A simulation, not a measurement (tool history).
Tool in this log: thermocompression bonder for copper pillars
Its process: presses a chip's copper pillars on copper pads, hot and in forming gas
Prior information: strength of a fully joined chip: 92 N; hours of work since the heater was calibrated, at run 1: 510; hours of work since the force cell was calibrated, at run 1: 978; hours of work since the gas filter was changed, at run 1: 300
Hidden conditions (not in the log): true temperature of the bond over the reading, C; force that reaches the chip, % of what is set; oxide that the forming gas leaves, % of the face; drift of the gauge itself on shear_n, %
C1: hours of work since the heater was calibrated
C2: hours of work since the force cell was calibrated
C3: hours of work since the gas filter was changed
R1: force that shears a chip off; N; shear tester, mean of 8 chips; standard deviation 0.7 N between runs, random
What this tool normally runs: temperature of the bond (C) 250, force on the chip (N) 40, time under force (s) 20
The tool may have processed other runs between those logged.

Run 1, day 0.000: usual settings; C1 510; C2 978; C3 300. Result: R1 43.0 N.
Run 2, day 0.888: usual settings; C1 526; C2 993; C3 316. Result: R1 43.1 N.
Run 3, day 2.100: usual settings; C1 547; C2 1014; C3 337. Result: R1 43.2 N.
Run 4, day 3.479: usual settings but temperature of the bond (C) 275; C1 571; C2 1038; C3 361. Result: R1 54.6 N.
Run 5, day 4.900: usual settings but temperature of the bond (C) 275; C1 595; C2 1063; C3 386. Result: R1 53.1 N.
Run 6, day 5.550: usual settings but temperature of the bond (C) 275; C1 607; C2 1074; C3 397. Result: R1 51.1 N.
Run 7, day 6.579: usual settings but temperature of the bond (C) 275; C1 625; C2 1092; C3 415. Result: R1 53.3 N.
Run 8, day 7.625: usual settings but temperature of the bond (C) 275; C1 643; C2 1110; C3 433. Result: R1 52.4 N.
Run 9, day 8.717: usual settings but temperature of the bond (C) 275; C1 662; C2 1129; C3 452. Result: R1 50.4 N.
Run 10, day 10.042: usual settings; C1 685; C2 1152; C3 475. Result: R1 39.4 N.
Run 11, day 10.725: usual settings but time under force (s) 24; C1 697; C2 1164; C3 487. Result: R1 42.6 N.
At day 11.050: forming gas filter changed.
Run 12, day 11.654: usual settings but time under force (s) 24; C1 712; C2 1180; C3 11. Result: R1 46.3 N.
Run 13, day 12.783: usual settings but time under force (s) 24; C1 732; C2 1200; C3 30. Result: R1 47.1 N.
Run 14, day 13.696: usual settings but force on the chip (N) 58, time under force (s) 19; C1 748; C2 1215; C3 46. Result: R1 54.9 N.
Run 15, day 14.879: usual settings but force on the chip (N) 58, time under force (s) 13; C1 768; C2 1236; C3 67. Result: R1 48.0 N.
Run 16, day 15.733: usual settings but temperature of the bond (C) 235, force on the chip (N) 30; C1 783; C2 1251; C3 81. Result: R1 27.9 N.
Run 17, day 16.654: usual settings but temperature of the bond (C) 237, force on the chip (N) 27, time under force (s) 15; C1 799; C2 1267; C3 97. Result: R1 24.3 N.
Run 18, day 17.250: usual settings but temperature of the bond (C) 243, force on the chip (N) 27, time under force (s) 21; C1 810; C2 1277; C3 108. Result: R1 30.2 N.
Run 19, day 18.062: usual settings but temperature of the bond (C) 242, time under force (s) 38; C1 824; C2 1291; C3 122. Result: R1 49.8 N.
Run 20, day 18.754: usual settings but temperature of the bond (C) 252, time under force (s) 55; C1 836; C2 1303; C3 134. Result: R1 60.4 N.
Run 21, day 19.862: usual settings but temperature of the bond (C) 266, force on the chip (N) 36, time under force (s) 59; C1 855; C2 1323; C3 153. Result: R1 64.3 N.
At day 20.358: force cell calibrated.
Run 22, day 21.158: usual settings but temperature of the bond (C) 266, force on the chip (N) 36, time under force (s) 59; C1 877; C2 14; C3 175. Result: R1 64.6 N.
At day 21.796: heater calibrated with a thermocouple chip.
Run 23, day 22.675: usual settings but time under force (s) 39; C1 15; C2 39; C3 199. Result: R1 57.0 N.
Run 24, day 23.288: usual settings but temperature of the bond (C) 259, force on the chip (N) 32, time under force (s) 38; C1 26; C2 49; C3 210. Result: R1 52.7 N.
Run 25, day 24.108: usual settings but temperature of the bond (C) 253, force on the chip (N) 33; C1 40; C2 64; C3 224. Result: R1 41.1 N.

Hidden state or all else? Some run-to-run changes of R1, split into what the settings, what came in and random variation would give without the hidden state, and what is left for the hidden state (with any gauge scatter that isn't in both results):
Run 11 -> 12: forming gas filter changed. R1 +3.7 N: hidden state +3.8, all else -0.1.
Run 15 -> 16: temperature of the bond (C) 250 -> 235, force on the chip (N) 58 -> 30, time under force (s) 13 -> 20. R1 -20.1 N: hidden state +1.2, all else -21.3.
Run 18 -> 19: temperature of the bond (C) 243 -> 242, force on the chip (N) 27 -> 40, time under force (s) 21 -> 38. R1 +19.6 N: hidden state -2.0, all else +21.6.
Run 22 -> 23: temperature of the bond (C) 266 -> 250, force on the chip (N) 36 -> 40, time under force (s) 59 -> 39, heater calibrated with a thermocouple chip. R1 -7.6 N: hidden state +3.8, all else -11.4.

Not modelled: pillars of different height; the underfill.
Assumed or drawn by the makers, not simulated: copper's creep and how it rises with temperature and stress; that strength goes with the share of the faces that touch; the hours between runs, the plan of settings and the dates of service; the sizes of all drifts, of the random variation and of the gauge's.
